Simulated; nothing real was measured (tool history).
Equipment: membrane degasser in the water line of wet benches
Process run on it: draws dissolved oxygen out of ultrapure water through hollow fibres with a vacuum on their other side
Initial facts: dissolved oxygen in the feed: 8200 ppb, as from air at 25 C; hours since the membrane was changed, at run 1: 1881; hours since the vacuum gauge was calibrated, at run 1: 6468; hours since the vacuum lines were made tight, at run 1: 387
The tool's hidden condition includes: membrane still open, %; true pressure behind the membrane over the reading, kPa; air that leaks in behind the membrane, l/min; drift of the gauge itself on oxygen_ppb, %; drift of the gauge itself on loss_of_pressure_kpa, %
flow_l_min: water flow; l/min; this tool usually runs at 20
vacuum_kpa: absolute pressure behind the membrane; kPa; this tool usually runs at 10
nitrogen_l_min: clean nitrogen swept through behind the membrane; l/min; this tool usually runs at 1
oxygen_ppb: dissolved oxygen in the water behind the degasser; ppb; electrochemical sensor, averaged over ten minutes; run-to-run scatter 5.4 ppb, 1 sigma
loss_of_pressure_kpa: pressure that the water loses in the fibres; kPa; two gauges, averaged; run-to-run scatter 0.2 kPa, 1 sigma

run	day	flow_l_min	vacuum_kpa	nitrogen_l_min	hours since the membrane was changed	hours since the vacuum gauge was calibrated	hours since the vacuum lines were made tight	oxygen_ppb	loss_of_pressure_kpa
1	0	20	10	1	1881	6468	387	549.7	45.69
2	3.675	20	10	1	1969	6556	476	559.7	45.25
3	7.096	20	10	0.55	2051	6638	558	735.4	45.47
4	10.75	20	10	0.55	2139	6726	645	735.3	45.77
5	13.717	20	6.6	0.55	2210	6797	717	513.9	45.62
6	17.2	20	6.6	0.55	2294	6880	800	505	45.69
7	19.504	20	6.6	0.55	2349	6936	856	515.5	45.77
8	23.125	20	6.6	0.55	2436	7023	943	515.4	45.83
9	25.375	20	6.6	0.55	2490	7077	996	518.5	45.73
10	28.154	20	6.6	0.55	2557	7143	1063	521.3	45.75
11	30.792	20	23.4	1	2620	7207	1126	1058.2	45.91
12	32.571	20	10	1	2663	7249	1169	564.4	46.28
13	34.575	20	10	1	2711	7297	1217	553.8	45.57
14	36.454	20	10	1	2756	7343	1262	556.8	46.16
15	39.575	20	10	1	2831	7417	1337	563.2	46.26
16	42.796	20	10	1	2908	7495	1415	561.5	46.05
17	46.129	20	14.3	1	2988	7575	1495	721.5	46.2
18	47.896	17	12.9	0.96	3030	7617	1537	540.3	39.04
19	51.308	21	12.6	2.19	3112	7699	1619	536.2	48.33
20	53.55	21	21.9	1.5	3166	7753	1673	855.8	48.5
21	57.304	21	9.4	0.91	3256	7843	1763	607.7	48.47
22	59.071	21	17.5	1.84	3299	7885	1805	679	48.16
23	61.792	21	17.5	1.84	3364	7951	1870	682	48.76
24	65.517	20	15.1	0.84	3453	8040	1960	844	46.06
25	69.204	20	15.1	0.84	3542	8128	2048	839.4	45.98
# day 71.712: vacuum gauge calibrated
26	71.738	15	10	1.39	3602	1	2109	275.8	34.72

Run 27 is up next; what results do you expect?
27	74.633	15	10	1	3672	70	2178	?	?

Run 27 measured oxygen_ppb 324.5 ppb, loss_of_pressure_kpa 35.1 kPa.
Were there no unlogged condition in the tool, this run, its random variation unchanged, would have produced oxygen_ppb 308.5 ppb, loss_of_pressure_kpa 33.84 kPa.
